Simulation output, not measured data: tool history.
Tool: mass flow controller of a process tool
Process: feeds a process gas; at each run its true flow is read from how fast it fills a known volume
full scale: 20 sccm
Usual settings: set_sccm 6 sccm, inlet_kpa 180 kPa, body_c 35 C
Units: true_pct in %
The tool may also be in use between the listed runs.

run      day  set_sccm  inlet_kpa  body_c  true_pct
  1    0.000         6        180      35     97.64
  2    3.354         6        180      35     97.67
  3    6.504         6        180      35     97.66
  4   11.279         6        180      25     98.71
  5   14.217         6        180      28     98.42
  6   18.700         6        180      35     97.76
  7   22.521         6        180      35     97.85
  8   26.396         6        180      35     97.86
  9   29.500         6        180      35     97.70
 10   32.875         6        180      35     97.72
 11   35.021         6        180      35     97.82
 12   38.621         4        180      35     98.00
 13   41.562         4        180      35     97.82
 14   45.371         4        180      36     97.84
 15   49.967         6        277      35     97.48
 16   52.921         6        277      35     97.33
 17   55.183         6        277      35     97.39
 18   58.817         6        277      35     97.48
 19   60.904         6        277      35     97.50
 20   64.788         6        277      35     97.40
 21   68.579         6        180      35     97.86
 22   72.367         6        180      21     99.44
 23   76.454         2        180      36     99.21
 24   78.821        18        172      20    100.33
 25   81.388        18        172      20    100.34
 26   85.346        18        172      20    100.35
 27   87.954         8        227      35     97.75
 28   90.775         8        227      35     97.87
 29   94.871        16        180      35     98.59
 30   98.883         8        197      31     98.41
 31  102.921         9        277      27     98.57
 32  107.271        19        180      31     99.36
 33  110.742         6        167      35     98.12
 34  112.842         6        254      21     99.22
 35  116.400         5        151      35     98.35
 36  120.483        17        266      22     99.67
 37  124.888         6        180      31     98.67
 38  127.271         4        165      32     99.02
 39  131.488         8        165      34     98.35
 40  135.700         2        210      35    100.17
 41  139.196         2        210      35    100.22
 42  143.483        11        180      30     98.78

4 ways to go on from here, each from the tool as it stands after run 42. What would each give?
  A  146.492         3        192      21         ?
  B  146.492        11        208      22         ?
  C  146.492         5        272      30         ?
  D  146.492        11        219      30         ?

run  true_pct
  A    100.81
  B     99.61
  C     98.50
  D     98.63
Without the tool's hidden state the same runs would have given:
run  true_pct
  A     98.66
  B     99.41
  C     97.42
  D     98.43

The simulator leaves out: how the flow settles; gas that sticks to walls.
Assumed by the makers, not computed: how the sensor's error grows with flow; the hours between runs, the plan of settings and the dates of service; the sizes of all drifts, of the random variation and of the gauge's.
